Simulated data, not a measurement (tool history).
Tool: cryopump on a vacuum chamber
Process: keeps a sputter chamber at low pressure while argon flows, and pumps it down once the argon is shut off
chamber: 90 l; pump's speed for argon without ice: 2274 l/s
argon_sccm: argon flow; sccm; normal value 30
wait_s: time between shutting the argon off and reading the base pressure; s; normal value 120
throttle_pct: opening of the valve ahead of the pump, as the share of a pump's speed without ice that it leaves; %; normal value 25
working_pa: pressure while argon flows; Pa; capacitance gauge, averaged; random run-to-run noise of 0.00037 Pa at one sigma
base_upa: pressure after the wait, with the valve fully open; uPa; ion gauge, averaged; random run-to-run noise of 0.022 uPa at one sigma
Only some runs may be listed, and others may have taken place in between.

{"run": 1, "hour": 0.0, "argon_sccm": 30, "wait_s": 120, "throttle_pct": 25, "working_pa": 0.0931, "base_upa": 2.21}
{"run": 2, "hour": 76.5, "argon_sccm": 30, "wait_s": 120, "throttle_pct": 25, "working_pa": 0.093, "base_upa": 2.31}
{"run": 3, "hour": 136.0, "argon_sccm": 30, "wait_s": 120, "throttle_pct": 25, "working_pa": 0.093, "base_upa": 2.25}
{"run": 4, "hour": 178.5, "argon_sccm": 30, "wait_s": 120, "throttle_pct": 25, "working_pa": 0.0932, "base_upa": 2.23}
{"run": 5, "hour": 241.5, "argon_sccm": 30, "wait_s": 120, "throttle_pct": 25, "working_pa": 0.0929, "base_upa": 2.32}
{"run": 6, "hour": 297.2, "argon_sccm": 30, "wait_s": 120, "throttle_pct": 25, "working_pa": 0.094, "base_upa": 2.29}
{"run": 7, "hour": 351.9, "argon_sccm": 30, "wait_s": 120, "throttle_pct": 25, "working_pa": 0.0938, "base_upa": 2.31}
{"run": 8, "hour": 388.1, "argon_sccm": 30, "wait_s": 20, "throttle_pct": 25, "working_pa": 0.094, "base_upa": 4.66}
{"hour": 426.1, "done": "leaking fittings of the chamber tightened, without venting"}
{"run": 9, "hour": 440.3, "argon_sccm": 30, "wait_s": 120, "throttle_pct": 25, "working_pa": 0.093, "base_upa": 0.62}
{"run": 10, "hour": 516.3, "argon_sccm": 30, "wait_s": 120, "throttle_pct": 25, "working_pa": 0.0936, "base_upa": 0.65}
{"hour": 528.7, "done": "pump warmed up, emptied and cooled again"}
{"run": 11, "hour": 600.3, "argon_sccm": 30, "wait_s": 120, "throttle_pct": 25, "working_pa": 0.0899, "base_upa": 0.66}
{"run": 12, "hour": 643.9, "argon_sccm": 30, "wait_s": 120, "throttle_pct": 25, "working_pa": 0.0894, "base_upa": 0.67}
{"run": 13, "hour": 727.0, "argon_sccm": 30, "wait_s": 120, "throttle_pct": 25, "working_pa": 0.0909, "base_upa": 0.67}
{"run": 14, "hour": 786.4, "argon_sccm": 17, "wait_s": 120, "throttle_pct": 21, "working_pa": 0.0609, "base_upa": 0.67}
{"run": 15, "hour": 860.1, "argon_sccm": 17, "wait_s": 120, "throttle_pct": 21, "working_pa": 0.0613, "base_upa": 0.7}
{"run": 16, "hour": 918.4, "argon_sccm": 18, "wait_s": 23, "throttle_pct": 22, "working_pa": 0.0614, "base_upa": 2.75}
{"run": 17, "hour": 987.1, "argon_sccm": 18, "wait_s": 23, "throttle_pct": 22, "working_pa": 0.0616, "base_upa": 2.66}
{"run": 18, "hour": 1035.9, "argon_sccm": 18, "wait_s": 23, "throttle_pct": 22, "working_pa": 0.0616, "base_upa": 2.71}
{"run": 19, "hour": 1115.7, "argon_sccm": 18, "wait_s": 23, "throttle_pct": 22, "working_pa": 0.0616, "base_upa": 2.78}
{"run": 20, "hour": 1160.4, "argon_sccm": 18, "wait_s": 23, "throttle_pct": 22, "working_pa": 0.062, "base_upa": 2.81}
{"run": 21, "hour": 1197.6, "argon_sccm": 28, "wait_s": 23, "throttle_pct": 34, "working_pa": 0.0628, "base_upa": 2.77}
{"run": 22, "hour": 1256.6, "argon_sccm": 28, "wait_s": 76, "throttle_pct": 34, "working_pa": 0.0634, "base_upa": 1.1}
{"run": 23, "hour": 1329.9, "argon_sccm": 28, "wait_s": 76, "throttle_pct": 16, "working_pa": 0.1325, "base_upa": 1.1}
{"run": 24, "hour": 1380.5, "argon_sccm": 31, "wait_s": 40, "throttle_pct": 30, "working_pa": 0.0789, "base_upa": 1.8}

Predict each of these 5 candidate next runs independently; none follows another, all start after run 24:
{"run": "A", "hour": 1458.7, "argon_sccm": 47, "wait_s": 169, "throttle_pct": 55, "working_pa": "?", "base_upa": "?"}
{"run": "B", "hour": 1458.7, "argon_sccm": 12, "wait_s": 40, "throttle_pct": 27, "working_pa": "?", "base_upa": "?"}
{"run": "C", "hour": 1458.7, "argon_sccm": 31, "wait_s": 40, "throttle_pct": 42, "working_pa": "?", "base_upa": "?"}
{"run": "D", "hour": 1458.7, "argon_sccm": 31, "wait_s": 40, "throttle_pct": 37, "working_pa": "?", "base_upa": "?"}
{"run": "E", "hour": 1458.7, "argon_sccm": 42, "wait_s": 120, "throttle_pct": 17, "working_pa": "?", "base_upa": "?"}

run=A working_pa=0.0679 base_upa=0.72
run=B working_pa=0.0342 base_upa=1.83
run=C working_pa=0.0576 base_upa=1.75
run=D working_pa=0.0644 base_upa=1.81
run=E working_pa=0.1874 base_upa=0.88
Without the tool's hidden state the same runs would have given:
run=A working_pa=0.0638 base_upa=0.45
run=B working_pa=0.0332 base_upa=1.57
run=C working_pa=0.0549 base_upa=1.49
run=D working_pa=0.0617 base_upa=1.55
run=E working_pa=0.1838 base_upa=0.62
